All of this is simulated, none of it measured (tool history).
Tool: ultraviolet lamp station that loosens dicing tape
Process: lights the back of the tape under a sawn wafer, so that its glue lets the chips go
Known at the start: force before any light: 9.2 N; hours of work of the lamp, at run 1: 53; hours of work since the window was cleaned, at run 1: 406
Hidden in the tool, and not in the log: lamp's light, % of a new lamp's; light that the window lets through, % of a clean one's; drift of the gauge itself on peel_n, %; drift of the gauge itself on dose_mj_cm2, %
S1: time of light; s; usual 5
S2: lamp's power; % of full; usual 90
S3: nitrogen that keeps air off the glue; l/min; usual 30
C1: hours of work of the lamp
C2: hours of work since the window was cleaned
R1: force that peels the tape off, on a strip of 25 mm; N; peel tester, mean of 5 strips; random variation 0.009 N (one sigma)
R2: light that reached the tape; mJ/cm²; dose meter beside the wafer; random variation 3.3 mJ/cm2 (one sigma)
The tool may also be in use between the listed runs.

{"run": 1, "hour": 0.0, "S1": 5, "S2": 90, "S3": 30, "C1": 53, "C2": 406, "R1": 0.508, "R2": 425}
{"run": 2, "hour": 4.4, "S1": 5, "S2": 90, "S3": 48, "C1": 55, "C2": 409, "R1": 0.393, "R2": 429}
{"run": 3, "hour": 8.8, "S1": 3, "S2": 90, "S3": 30, "C1": 58, "C2": 411, "R1": 1.307, "R2": 258}
{"run": 4, "hour": 17.8, "S1": 5, "S2": 90, "S3": 21, "C1": 63, "C2": 416, "R1": 0.635, "R2": 423}
{"hour": 20.8, "done": "window cleaned of glue's vapour"}
{"run": 5, "hour": 25.4, "S1": 5, "S2": 100, "S3": 30, "C1": 66, "C2": 2, "R1": 0.334, "R2": 553}
{"run": 6, "hour": 31.7, "S1": 5, "S2": 90, "S3": 30, "C1": 70, "C2": 6, "R1": 0.402, "R2": 494}
{"run": 7, "hour": 35.5, "S1": 5, "S2": 90, "S3": 30, "C1": 72, "C2": 8, "R1": 0.391, "R2": 497}
{"run": 8, "hour": 41.6, "S1": 5, "S2": 90, "S3": 30, "C1": 75, "C2": 11, "R1": 0.389, "R2": 500}
{"run": 9, "hour": 47.8, "S1": 5, "S2": 90, "S3": 58, "C1": 79, "C2": 15, "R1": 0.312, "R2": 497}
{"run": 10, "hour": 52.1, "S1": 3, "S2": 90, "S3": 20, "C1": 81, "C2": 17, "R1": 1.331, "R2": 297}
{"run": 11, "hour": 60.7, "S1": 3, "S2": 90, "S3": 20, "C1": 86, "C2": 22, "R1": 1.345, "R2": 297}
{"run": 12, "hour": 67.6, "S1": 5, "S2": 65, "S3": 42, "C1": 89, "C2": 25, "R1": 0.593, "R2": 354}
{"run": 13, "hour": 71.6, "S1": 3, "S2": 65, "S3": 25, "C1": 92, "C2": 28, "R1": 2.001, "R2": 213}
{"run": 14, "hour": 80.2, "S1": 4, "S2": 83, "S3": 39, "C1": 96, "C2": 32, "R1": 0.593, "R2": 358}
{"run": 15, "hour": 84.6, "S1": 4, "S2": 83, "S3": 11, "C1": 99, "C2": 35, "R1": 1.384, "R2": 358}
{"run": 16, "hour": 89.5, "S1": 4, "S2": 83, "S3": 11, "C1": 101, "C2": 37, "R1": 1.397, "R2": 355}
{"run": 17, "hour": 96.7, "S1": 9, "S2": 90, "S3": 26, "C1": 105, "C2": 41, "R1": 0.246, "R2": 871}

5 ways to go on from here, each from the tool as it stands after run 17. What would each give?
{"run": "A", "hour": 103.3, "S1": 6, "S2": 75, "S3": 30, "C1": 109, "C2": 45, "R1": "?", "R2": "?"}
{"run": "B", "hour": 103.3, "S1": 8, "S2": 90, "S3": 30, "C1": 109, "C2": 45, "R1": "?", "R2": "?"}
{"run": "C", "hour": 103.3, "S1": 4, "S2": 82, "S3": 30, "C1": 109, "C2": 45, "R1": "?", "R2": "?"}
{"run": "D", "hour": 103.3, "S1": 4, "S2": 90, "S3": 26, "C1": 109, "C2": 45, "R1": "?", "R2": "?"}
{"run": "E", "hour": 103.3, "S1": 6, "S2": 62, "S3": 30, "C1": 109, "C2": 45, "R1": "?", "R2": "?"}

run=A R1=0.402 R2=484
run=B R1=0.265 R2=763
run=C R1=0.740 R2=353
run=D R1=0.678 R2=386
run=E R1=0.570 R2=403
Without the tool's hidden state the same runs would have given:
run=A R1=0.362 R2=517
run=B R1=0.260 R2=816
run=C R1=0.651 R2=377
run=D R1=0.596 R2=412
run=E R1=0.504 R2=430
